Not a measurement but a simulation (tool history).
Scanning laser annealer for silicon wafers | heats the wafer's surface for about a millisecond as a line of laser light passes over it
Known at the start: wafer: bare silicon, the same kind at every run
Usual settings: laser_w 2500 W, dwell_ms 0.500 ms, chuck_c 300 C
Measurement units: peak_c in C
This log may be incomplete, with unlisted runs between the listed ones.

| run | hour | laser_w | dwell_ms | chuck_c | peak_c |
|---|---|---|---|---|---|
| 1 | 0.0 | 2500 | 0.500 | 300 | 1040 |
| 2 | 29.1 | 2500 | 0.500 | 300 | 1036 |
| 3 | 57.3 | 2520 | 0.500 | 300 | 1040 |
| 4 | 83.6 | 2500 | 0.472 | 300 | 1010 |
| 5 | 111.9 | 2500 | 0.472 | 300 | 1006 |
| 6 | 136.3 | 2500 | 0.472 | 300 | 1004 |
| 7 | 159.4 | 2500 | 0.500 | 317 | 1041 |
| 8 | 185.5 | 2480 | 0.500 | 300 | 1018 |
| 9 | 215.1 | 2480 | 0.500 | 300 | 1014 |
| 10 | 241.6 | 2480 | 0.500 | 300 | 1007 |
| 11 | 267.7 | 2480 | 0.500 | 300 | 1007 |
|  | 282.5 | window over the wafer cleaned |
| 12 | 307.2 | 2500 | 0.500 | 300 | 1061 |
| 13 | 345.2 | 2500 | 0.500 | 300 | 1058 |
| 14 | 383.2 | 2500 | 0.500 | 300 | 1056 |
| 15 | 411.9 | 2500 | 0.500 | 279 | 1030 |
| 16 | 448.4 | 2500 | 0.500 | 279 | 1026 |
| 17 | 479.9 | 2500 | 0.500 | 300 | 1046 |

Estimate the outcome of run 18 from the log above:
| 18 | 513.8 | 2500 | 0.500 | 329 | ? |

For run 18 the tool returned peak_c 1067 C.
With no hidden state in the tool, this same run would have given peak_c 1095 C.
